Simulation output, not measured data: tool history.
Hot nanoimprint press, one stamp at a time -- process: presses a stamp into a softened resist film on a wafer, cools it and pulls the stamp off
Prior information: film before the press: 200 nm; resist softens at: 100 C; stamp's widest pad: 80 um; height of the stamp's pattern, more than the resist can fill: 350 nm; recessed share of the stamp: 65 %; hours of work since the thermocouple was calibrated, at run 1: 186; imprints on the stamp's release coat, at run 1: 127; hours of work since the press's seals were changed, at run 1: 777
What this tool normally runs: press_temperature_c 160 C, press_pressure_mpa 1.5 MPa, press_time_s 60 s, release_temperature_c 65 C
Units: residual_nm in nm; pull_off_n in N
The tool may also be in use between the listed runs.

run	hour	press_temperature_c	press_pressure_mpa	press_time_s	release_temperature_c	hours of work since the thermocouple was calibrated	imprints on the stamp's release coat	hours of work since the press's seals were changed	residual_nm	pull_off_n
1	0	160	1.5	60	65	186	127	777	70.9	185
2	59.7	160	1.5	60	65	210	237	801	70.3	205
3	123.8	160	1.5	60	65	236	355	827	69.8	205
4	176.2	160	1.5	60	65	257	452	848	70.1	215
5	237.2	160	1.5	60	65	282	564	872	70.1	215
6	290.4	160	1.5	60	65	303	662	894	69.5	221
7	364.2	160	1.5	60	65	333	798	924	69.4	230
8	403	160	1.5	60	65	349	870	939	69.6	231
# hour 412.6: plate thermocouple calibrated
9	475.4	160	1.5	41	65	25	998	967	77.6	235
10	529.8	160	1.5	60	65	47	1098	989	67.6	230
# hour 572.8: plate thermocouple calibrated, once more
11	572.8	160	1.5	60	65	0	1172	1005	72.9	264
12	634.3	160	1.5	60	65	25	1285	1030	72.3	263
13	704.7	160	1.5	60	65	53	1415	1059	72.3	265
14	759.8	160	1.5	60	67	75	1517	1081	71.8	264
15	793.6	168	1.23	60	60	89	1579	1094	61.6	323
16	847.1	168	1.23	60	60	111	1677	1116	60.4	345
17	910.7	160	0.91	51	58	136	1795	1142	99.3	346
18	944	160	0.91	51	58	150	1856	1155	98.4	343
# hour 1005.6: press's hydraulic seals changed and the load cell set to zero
19	1015.1	160	0.91	51	58	175	1973	4	95.9	359
20	1055.7	169	1.79	47	53	192	2047	20	49.2	405
# hour 1118.9: stamp cleaned and given a new release coat
21	1118.9	169	1.79	47	53	215	0	43	49.6	251
22	1159.5	160	1.27	116	67	231	75	60	60.2	181
23	1219.9	160	1.37	47	67	255	186	84	78.6	190
24	1274.1	160	1.37	47	67	277	286	106	78.2	189
25	1328.2	160	1.5	51	65	299	386	128	71.9	207
26	1401.7	160	1.5	51	65	329	521	157	71.9	219
27	1432.9	160	1.7	49	50	341	579	170	68.4	310

Forecast each of these 3 alternatives for the next run:
A	1478.2	161	1.21	60	71	359	662	188	?	?
B	1478.2	161	1.13	49	65	359	662	188	?	?
C	1478.2	150	1.5	74	67	359	662	188	?	?

run	residual_nm	pull_off_n
A	74.6	182
B	83.8	225
C	92.2	205
What these runs would have given with no unlogged condition in the tool:
run	residual_nm	pull_off_n
A	76.7	158
B	86.2	195
C	95.1	178

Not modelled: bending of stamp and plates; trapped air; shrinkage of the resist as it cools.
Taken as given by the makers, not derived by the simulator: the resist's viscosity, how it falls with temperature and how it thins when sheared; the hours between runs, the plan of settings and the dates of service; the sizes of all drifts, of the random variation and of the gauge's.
